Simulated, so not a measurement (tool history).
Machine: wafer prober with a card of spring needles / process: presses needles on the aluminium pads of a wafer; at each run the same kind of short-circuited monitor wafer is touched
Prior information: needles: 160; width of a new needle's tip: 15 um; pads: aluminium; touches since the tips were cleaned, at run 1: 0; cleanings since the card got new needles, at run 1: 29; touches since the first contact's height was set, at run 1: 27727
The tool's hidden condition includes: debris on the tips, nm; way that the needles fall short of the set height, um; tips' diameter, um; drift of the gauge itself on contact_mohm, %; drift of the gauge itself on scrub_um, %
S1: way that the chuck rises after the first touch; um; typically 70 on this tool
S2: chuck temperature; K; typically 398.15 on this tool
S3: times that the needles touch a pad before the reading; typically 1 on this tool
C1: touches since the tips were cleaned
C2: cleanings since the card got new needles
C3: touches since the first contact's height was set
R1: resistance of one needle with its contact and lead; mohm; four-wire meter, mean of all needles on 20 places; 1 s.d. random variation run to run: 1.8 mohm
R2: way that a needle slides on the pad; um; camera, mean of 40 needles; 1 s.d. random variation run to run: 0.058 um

run,hour,S1,S2,S3,C1,C2,C3,R1,R2
1,0,70,398.15,1,0,29,27727,194,12.34
2,8.7,70,398.15,1,1989,29,29716,194,12.38
# hour 19.5: tips cleaned on abrasive film
3,23,70,398.15,1,797,30,32952,191,12.47
4,34.3,70,398.15,1,3381,30,35536,191,12.44
# hour 40.1: tips cleaned on abrasive film
5,45.5,70,398.15,1,1241,31,38064,192,12.49
6,54.1,70,398.15,1,3212,31,40035,195,12.41
# hour 60.4: tips cleaned on abrasive film
7,68.8,70,398.15,1,1912,32,43355,192,12.45
# hour 79.9: tips cleaned on abrasive film
8,82.3,70,398.15,1,532,33,46403,194,12.43
9,89.9,70,315.15,1,2276,33,48147,175,12.46
# hour 99.8: tips cleaned on abrasive film
10,104.5,70,315.15,1,1074,34,51459,177,12.35
11,112.5,70,315.15,1,2900,34,53285,176,12.39
# hour 120.2: tips cleaned on abrasive film
12,125.9,86,398.15,1,1291,35,56316,190,15.15
13,133.5,70,398.15,2,3018,35,58043,189,12.35
# hour 140.2: tips cleaned on abrasive film
14,145.9,70,398.15,2,1280,36,60846,194,12.35
15,158.4,70,303.15,2,4145,36,63711,176,12.28
# hour 159.8: tips cleaned on abrasive film
16,173.9,65,300.15,1,3206,37,67221,175,11.38
# hour 179.9: tips cleaned on abrasive film
17,188.1,77,299.15,2,1862,38,70430,171,13.5
# hour 199.7: tips cleaned on abrasive film
18,204.2,80,378.15,2,1036,39,74088,187,14
19,213.5,81,305.15,2,3157,39,76209,174,14.25

Below are 3 alternative next runs, each starting from the tool's condition after run 19. Predict each:
# hour 219.1: tips cleaned on abrasive film
A,220.9,51,305.15,2,393,40,77869,?,?
# hour 219.1: tips cleaned on abrasive film
B,220.9,87,322.15,1,393,40,77869,?,?
# hour 219.1: tips cleaned on abrasive film
C,220.9,71,305.15,1,393,40,77869,?,?

run,R1,R2
A,180,9.08
B,171,15.29
C,174,12.43
Without the tool's unlogged condition, the same runs would have read:
run,R1,R2
A,180,9.19
B,171,15.48
C,173,12.59
